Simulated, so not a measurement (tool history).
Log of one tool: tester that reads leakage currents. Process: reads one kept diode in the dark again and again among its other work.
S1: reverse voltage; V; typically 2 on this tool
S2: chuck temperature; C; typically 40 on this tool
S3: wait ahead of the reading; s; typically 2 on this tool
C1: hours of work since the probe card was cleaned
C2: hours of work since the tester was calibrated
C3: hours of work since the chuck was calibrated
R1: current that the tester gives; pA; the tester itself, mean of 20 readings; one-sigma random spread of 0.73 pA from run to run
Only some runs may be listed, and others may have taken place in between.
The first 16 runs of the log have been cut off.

run,hour,S1,S2,S3,C1,C2,C3,R1
17,797.8,2,20,2,658,1753,267,40.29
18,859.8,2,40,2,689,1784,297,242.33
19,916.4,2,29,0.97,717,1812,325,93.02
20,948.2,2,29,0.97,732,1828,341,93.42
21,1014.3,11.96,53,8.75,765,1860,374,1898.99
22,1071.7,7.25,40,4.63,793,1888,402,498.32
23,1105.4,7.25,21,4.63,810,1905,419,90.5
24,1148.7,7.25,21,4.63,831,1927,440,90.71
25,1213.6,8.89,41,0.56,863,1959,472,610.36
26,1249.5,15.38,24,3.27,881,1976,490,183.05
27,1278.5,15.38,53,3.27,895,1991,504,2174.76
28,1343,15.38,53,3.27,927,2022,536,2181.54
29,1382.7,9.31,53,0.8,947,2042,556,1644.14
30,1415.3,2,40,0.53,963,2058,572,244.04
31,1449.7,5.47,30,0.59,980,2075,589,178.25
32,1511,3.28,53,2,1010,2105,619,921.41
33,1564.8,3.28,53,2,1037,2132,646,917.68
34,1615.4,14.98,32,6.81,1062,2157,671,375.82
35,1682.4,14.98,32,6.81,1095,2190,704,376.78
36,1751.3,14.98,32,6.81,1129,2224,738,373.54

Consider 5 possible next runs. They are alternatives, not a sequence: every one starts from the tool as it was left by run 36. What does each give?
A,1784.2,18.73,32,6.81,1145,2240,754,?
B,1784.2,3.64,32,0.73,1145,2240,754,?
C,1784.2,3.32,40,6.23,1145,2240,754,?
D,1784.2,15.9,41,2,1145,2240,754,?
E,1784.2,4.9,20,1.62,1145,2240,754,?

run,R1
A,425.07
B,170.96
C,321.72
D,846.37
E,66.37
The same runs, with their run-to-run variation unchanged, on a tool lacking any hidden condition would have given:
run,R1
A,425.11
B,171.02
C,321.86
D,846.65
E,66.36
